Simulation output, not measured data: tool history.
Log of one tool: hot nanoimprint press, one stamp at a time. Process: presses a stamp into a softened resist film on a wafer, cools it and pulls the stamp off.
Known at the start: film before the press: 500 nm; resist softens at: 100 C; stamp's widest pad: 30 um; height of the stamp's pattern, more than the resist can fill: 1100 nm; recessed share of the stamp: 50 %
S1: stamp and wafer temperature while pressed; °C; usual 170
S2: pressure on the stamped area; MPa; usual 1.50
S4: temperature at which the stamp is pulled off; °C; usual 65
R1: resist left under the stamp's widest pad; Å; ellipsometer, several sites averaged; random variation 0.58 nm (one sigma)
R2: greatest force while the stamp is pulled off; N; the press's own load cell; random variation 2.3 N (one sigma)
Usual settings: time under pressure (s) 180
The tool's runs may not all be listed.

run 1 hour=0.0 | S1=170 S2=1.50 time_under_pressure_(s)=180 S4=65 | R1=1773 R2=143
run 2 hour=20.9 | S1=170 S2=1.50 time_under_pressure_(s)=90 S4=65 | R1=2246 R2=149
run 3 hour=46.8 | S1=170 S2=1.50 time_under_pressure_(s)=180 S4=65 | R1=1785 R2=151
run 4 hour=77.3 | S1=170 S2=1.50 time_under_pressure_(s)=109 S4=65 | R1=2103 R2=151
run 5 hour=111.2 | S1=170 S2=1.50 time_under_pressure_(s)=109 S4=65 | R1=2122 R2=147
run 6 hour=127.4 | S1=170 S2=1.50 time_under_pressure_(s)=109 S4=65 | R1=2121 R2=144
run 7 hour=157.5 | S1=170 S2=1.50 time_under_pressure_(s)=180 S4=51 | R1=1781 R2=126
run 8 hour=174.8 | S1=170 S2=1.50 time_under_pressure_(s)=180 S4=65 | R1=1785 R2=106
run 9 hour=203.3 | S1=170 S2=1.50 time_under_pressure_(s)=180 S4=65 | R1=1784 R2=107
run 10 hour=229.2 | S1=170 S2=1.50 time_under_pressure_(s)=180 S4=53 | R1=1788 R2=129
run 11 hour=253.2 | S1=170 S2=1.50 time_under_pressure_(s)=180 S4=63 | R1=1799 R2=111
run 12 hour=278.5 | S1=170 S2=1.50 time_under_pressure_(s)=180 S4=63 | R1=1796 R2=116
run 13 hour=303.6 | S1=170 S2=1.50 time_under_pressure_(s)=180 S4=63 | R1=1818 R2=112
run 14 hour=318.3 | S1=170 S2=1.50 time_under_pressure_(s)=180 S4=63 | R1=1799 R2=122
run 15 hour=351.7 | S1=170 S2=1.50 time_under_pressure_(s)=180 S4=63 | R1=1817 R2=122
run 16 hour=373.3 | S1=170 S2=1.50 time_under_pressure_(s)=180 S4=65 | R1=1815 R2=113
run 17 hour=397.9 | S1=170 S2=1.63 time_under_pressure_(s)=267 S4=72 | R1=1507 R2=106
run 18 hour=428.1 | S1=170 S2=1.63 time_under_pressure_(s)=144 S4=53 | R1=1887 R2=143
run 19 hour=448.0 | S1=160 S2=1.50 time_under_pressure_(s)=180 S4=70 | R1=2472 R2=112
run 20 hour=482.5 | S1=160 S2=1.50 time_under_pressure_(s)=180 S4=70 | R1=2461 R2=117
run 21 hour=509.0 | S1=160 S2=2.37 time_under_pressure_(s)=255 S4=70 | R1=1699 R2=122
run 22 hour=528.8 | S1=181 S2=1.96 time_under_pressure_(s)=205 S4=51 | R1=1011 R2=147
run 23 hour=553.7 | S1=166 S2=2.35 time_under_pressure_(s)=102 S4=69 | R1=1902 R2=116
run 24 hour=577.8 | S1=166 S2=2.35 time_under_pressure_(s)=102 S4=69 | R1=1901 R2=123
run 25 hour=608.3 | S1=166 S2=2.14 time_under_pressure_(s)=102 S4=57 | R1=2008 R2=144
run 26 hour=642.1 | S1=173 S2=1.34 time_under_pressure_(s)=180 S4=65 | R1=1707 R2=134
run 27 hour=675.1 | S1=170 S2=1.44 time_under_pressure_(s)=195 S4=56 | R1=1755 R2=152
run 28 hour=691.7 | S1=178 S2=1.50 time_under_pressure_(s)=180 S4=56 | R1=1371 R2=148
run 29 hour=719.4 | S1=158 S2=1.27 time_under_pressure_(s)=206 S4=67 | R1=2771 R2=131
run 30 hour=746.4 | S1=163 S2=1.93 time_under_pressure_(s)=113 S4=52 | R1=2293 R2=168
run 31 hour=774.1 | S1=170 S2=1.76 time_under_pressure_(s)=180 S4=51 | R1=1620 R2=171

Not shown: 3 entries that the log had between the listed runs. Between which runs, and how does the tool's hidden state differ before and after?
Between runs 6 and 7: stamp cleaned and given a new release coat (hour 141.6)
  true temperature over the reading, C: -0.45 -> -0.47; pressure that arrives at the usual setting, %: 100.38 -> 100.35; grip of the stamp's worn release coat, % over a new coat's: 46.9 -> 0.9
  measured less the result without the state, R1: +26 -> +24 Å; R2: +47 -> +2 N
Between runs 10 and 11: plate thermocouple calibrated (hour 234.6)
  true temperature over the reading, C: -0.54 -> -0.78; pressure that arrives at the usual setting, %: 100.25 -> 100.21; grip of the stamp's worn release coat, % over a new coat's: 4.9 -> 6.1
  measured less the result without the state, R1: +29 -> +44 Å; R2: +6 -> +8 N
Between runs 18 and 19: plate thermocouple calibrated, once more (hour 436.9)
  true temperature over the reading, C: -0.95 -> 0.13; pressure that arrives at the usual setting, %: 99.96 -> 99.94; grip of the stamp's worn release coat, % over a new coat's: 16.1 -> 17.1
  measured less the result without the state, R1: +58 -> -10 Å; R2: +21 -> +16 N
